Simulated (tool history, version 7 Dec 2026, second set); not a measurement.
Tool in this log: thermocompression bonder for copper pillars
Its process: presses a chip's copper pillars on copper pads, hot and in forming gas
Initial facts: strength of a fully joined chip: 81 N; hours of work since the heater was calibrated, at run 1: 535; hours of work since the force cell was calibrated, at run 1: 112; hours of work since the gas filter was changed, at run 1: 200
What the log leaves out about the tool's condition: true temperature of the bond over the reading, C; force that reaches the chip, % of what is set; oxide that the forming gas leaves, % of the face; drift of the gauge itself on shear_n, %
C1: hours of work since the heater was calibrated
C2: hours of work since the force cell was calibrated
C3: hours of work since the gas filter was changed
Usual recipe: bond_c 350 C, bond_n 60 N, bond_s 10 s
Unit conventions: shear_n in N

run 1 day=0 | bond_c=350 bond_n=60 bond_s=10 | C1=535 C2=112 C3=200 | shear_n=29.5
run 2 day=0.312 | bond_c=340 bond_n=60 bond_s=10 | C1=540 C2=117 C3=205 | shear_n=25.6
run 3 day=0.492 | bond_c=363 bond_n=60 bond_s=10 | C1=543 C2=119 C3=208 | shear_n=34.9
run 4 day=0.754 | bond_c=363 bond_n=60 bond_s=10 | C1=547 C2=123 C3=212 | shear_n=34.6
run 5 day=0.958 | bond_c=363 bond_n=60 bond_s=10 | C1=551 C2=127 C3=215 | shear_n=35
run 6 day=1.242 | bond_c=363 bond_n=60 bond_s=10 | C1=555 C2=131 C3=220 | shear_n=34.8
run 7 day=1.592 | bond_c=363 bond_n=60 bond_s=10 | C1=561 C2=137 C3=225 | shear_n=34.9
run 8 day=1.983 | bond_c=363 bond_n=60 bond_s=10 | C1=567 C2=143 C3=231 | shear_n=34.6
run 9 day=2.338 | bond_c=363 bond_n=60 bond_s=10 | C1=572 C2=149 C3=237 | shear_n=34.8
run 10 day=2.554 | bond_c=360 bond_n=60 bond_s=10 | C1=576 C2=152 C3=240 | shear_n=33.5

What does the tool deliver on the next run?
run 11 day=2.867 | bond_c=360 bond_n=60 bond_s=10 | C1=581 C2=157 C3=245 | shear_n=?

shear_n: 33.7 N
With no hidden state in the tool, this same run would have given shear_n 37.2 N.

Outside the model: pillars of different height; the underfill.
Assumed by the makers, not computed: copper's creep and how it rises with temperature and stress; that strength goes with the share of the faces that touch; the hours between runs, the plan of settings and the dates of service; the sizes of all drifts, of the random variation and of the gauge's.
